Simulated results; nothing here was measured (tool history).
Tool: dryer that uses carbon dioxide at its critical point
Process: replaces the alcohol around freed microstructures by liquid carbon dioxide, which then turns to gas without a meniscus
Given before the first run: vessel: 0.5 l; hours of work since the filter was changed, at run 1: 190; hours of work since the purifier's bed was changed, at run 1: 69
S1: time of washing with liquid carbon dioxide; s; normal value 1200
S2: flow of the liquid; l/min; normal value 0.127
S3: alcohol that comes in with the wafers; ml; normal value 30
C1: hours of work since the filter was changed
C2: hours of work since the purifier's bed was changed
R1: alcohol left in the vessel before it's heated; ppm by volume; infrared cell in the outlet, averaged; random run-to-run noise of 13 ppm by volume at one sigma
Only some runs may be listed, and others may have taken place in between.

run,hour,S1,S2,S3,C1,C2,R1
1,0,1200,0.127,30,190,69,1292
2,30.9,1200,0.127,30,210,90,1386
# hour 44.3: inlet filter changed
3,66.9,1200,0.127,30,15,113,878
4,102,1200,0.127,30,39,137,952
5,121.1,1200,0.127,30,52,150,952
6,140.9,1080,0.127,30,65,163,1499
7,181.3,1080,0.178,30,92,191,353
8,224.2,1080,0.178,30,121,219,378
9,256.5,1080,0.178,30,143,241,418
10,294.4,1200,0.127,30,168,267,1231
11,337.2,1200,0.127,30,197,296,1314
12,355.7,1200,0.127,30,210,308,1357
# hour 369.8: inlet filter changed
13,390.6,780,0.127,30,14,331,3728
14,408.8,780,0.127,30,26,343,3750
15,448.5,960,0.127,30,53,370,2175
16,470,1200,0.185,30,67,384,159
17,502.4,1200,0.127,30,89,406,979
18,527.9,1200,0.127,30,106,423,1056
19,564.5,1200,0.148,30,131,448,580
20,595.7,1200,0.099,30,152,469,2865
21,621.5,1200,0.099,30,170,486,3013
22,648.2,1860,0.152,32,188,504,63
23,676.1,1860,0.152,32,206,523,69
# hour 695.6: inlet filter changed
24,707,1860,0.152,32,8,543,49
25,726.2,720,0.103,81,21,556,20853
26,755.9,1080,0.127,78,41,576,3608
27,773.8,1080,0.127,78,53,588,3648
28,807.4,1080,0.127,78,75,611,3855
29,848.9,1200,0.126,27,103,639,1008
30,870.7,1200,0.126,27,118,654,1035
31,906.3,900,0.211,37,142,678,515
32,934.3,1080,0.112,92,161,696,8163

Run 33 is up next; what results do you expect?
33,966.7,1080,0.112,92,183,718,?

R1: 8466 ppm by volume
Were there no unlogged condition in the tool, this run, its random variation unchanged, would have produced R1 6032 ppm by volume.

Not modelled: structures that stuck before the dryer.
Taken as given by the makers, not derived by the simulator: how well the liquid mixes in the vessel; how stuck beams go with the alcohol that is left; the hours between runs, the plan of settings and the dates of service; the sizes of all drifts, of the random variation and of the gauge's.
